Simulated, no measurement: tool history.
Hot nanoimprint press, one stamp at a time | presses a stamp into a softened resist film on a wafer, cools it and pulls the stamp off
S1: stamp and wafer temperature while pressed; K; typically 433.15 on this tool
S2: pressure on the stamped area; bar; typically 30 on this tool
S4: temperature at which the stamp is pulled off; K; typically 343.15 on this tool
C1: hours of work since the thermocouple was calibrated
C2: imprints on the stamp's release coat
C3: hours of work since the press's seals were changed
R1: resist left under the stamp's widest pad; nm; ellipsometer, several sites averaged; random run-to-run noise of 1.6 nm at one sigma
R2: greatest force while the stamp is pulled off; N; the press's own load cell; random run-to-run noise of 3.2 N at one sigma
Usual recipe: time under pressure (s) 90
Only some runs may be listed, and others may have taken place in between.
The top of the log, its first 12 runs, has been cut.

Run 13, hour 681.9: usual settings; C1 211; C2 765; C3 511. Result: R1 396.4 nm, R2 172 N.
Run 14, hour 743.2: usual settings; C1 237; C2 960; C3 536. Result: R1 395.1 nm, R2 182 N.
At hour 791.6: plate thermocouple calibrated.
Run 15, hour 815: usual settings but S4 329.15 K; C1 10; C2 1178; C3 564. Result: R1 416.8 nm, R2 236 N.
Run 16, hour 850.1: usual settings but S4 329.15 K; C1 24; C2 1290; C3 579. Result: R1 413.6 nm, R2 237 N.
At hour 884.6: stamp cleaned and given a new release coat.
Run 17, hour 893.9: usual settings but S4 329.15 K; C1 40; C2 30; C3 594. Result: R1 416 nm, R2 186 N.
Run 18, hour 937.6: usual settings but S4 329.15 K; C1 58; C2 168; C3 613. Result: R1 412.4 nm, R2 188 N.
Run 19, hour 978.1: usual settings but S4 340.15 K; C1 75; C2 297; C3 629. Result: R1 411.2 nm, R2 170 N.
Run 20, hour 1022.6: usual settings but S4 340.15 K; C1 93; C2 438; C3 648. Result: R1 407.1 nm, R2 178 N.
Run 21, hour 1056.1: usual settings but S1 437.15 K; C1 107; C2 545; C3 662. Result: R1 340.8 nm, R2 168 N.
Run 22, hour 1111.6: usual settings but time under pressure (s) 54; C1 130; C2 721; C3 685. Result: R1 465.9 nm, R2 174 N.
Run 23, hour 1151.8: usual settings but S1 431.15 K; C1 147; C2 849; C3 701. Result: R1 440.6 nm, R2 181 N.
Run 24, hour 1210.3: usual settings but S1 428.15 K, S4 333.15 K; C1 171; C2 1034; C3 725. Result: R1 492.3 nm, R2 214 N.
Run 25, hour 1255: usual settings but S1 425.15 K, S2 47 bar, time under pressure (s) 55, S4 333.15 K; C1 189; C2 1176; C3 744. Result: R1 538 nm, R2 211 N.
Run 26, hour 1303.6: usual settings but S1 438.15 K, S2 47 bar, time under pressure (s) 55, S4 333.15 K; C1 209; C2 1331; C3 764. Result: R1 315.2 nm, R2 224 N.
At hour 1325.4: stamp cleaned and given a new release coat.
Run 27, hour 1382.8: usual settings but S1 437.15 K, S2 19.1 bar; C1 240; C2 183; C3 794. Result: R1 400.4 nm, R2 154 N.
At hour 1423.2: plate thermocouple calibrated.
Run 28, hour 1441.9: usual settings but S1 424.15 K, S2 22.4 bar, time under pressure (s) 86, S4 335.15 K; C1 8; C2 361; C3 818. Result: R1 603.5 nm, R2 176 N.
Run 29, hour 1497.6: usual settings but S1 424.15 K, S2 22.4 bar, time under pressure (s) 86, S4 335.15 K; C1 31; C2 538; C3 841. Result: R1 603.5 nm, R2 193 N.
Run 30, hour 1566.7: usual settings but time under pressure (s) 168, S4 337.15 K; C1 59; C2 757; C3 869. Result: R1 331.3 nm, R2 192 N.
Run 31, hour 1621.7: usual settings but S2 37.1 bar; C1 82; C2 932; C3 892. Result: R1 374.1 nm, R2 179 N.

Below are 3 alternative next runs, each starting from the tool's condition after run 31. Predict each:
Run A, hour 1652.4: usual settings but S4 345.15 K; C1 95; C2 1029; C3 905. Result: R1 ?, R2 ?.
Run B, hour 1652.4: usual settings but S2 42.8 bar, time under pressure (s) 169, S4 335.15 K; C1 95; C2 1029; C3 905. Result: R1 ?, R2 ?.
Run C, hour 1652.4: usual settings but time under pressure (s) 52; C1 95; C2 1029; C3 905. Result: R1 ?, R2 ?.

run     R1   R2
  A  404.6  175
  B  279.8  210
  C  476.7  187
Take away the tool's hidden state, keep each run's random variation, and the runs would have read:
run     R1   R2
  A  408.8  144
  B  282.2  173
  C  480.8  154
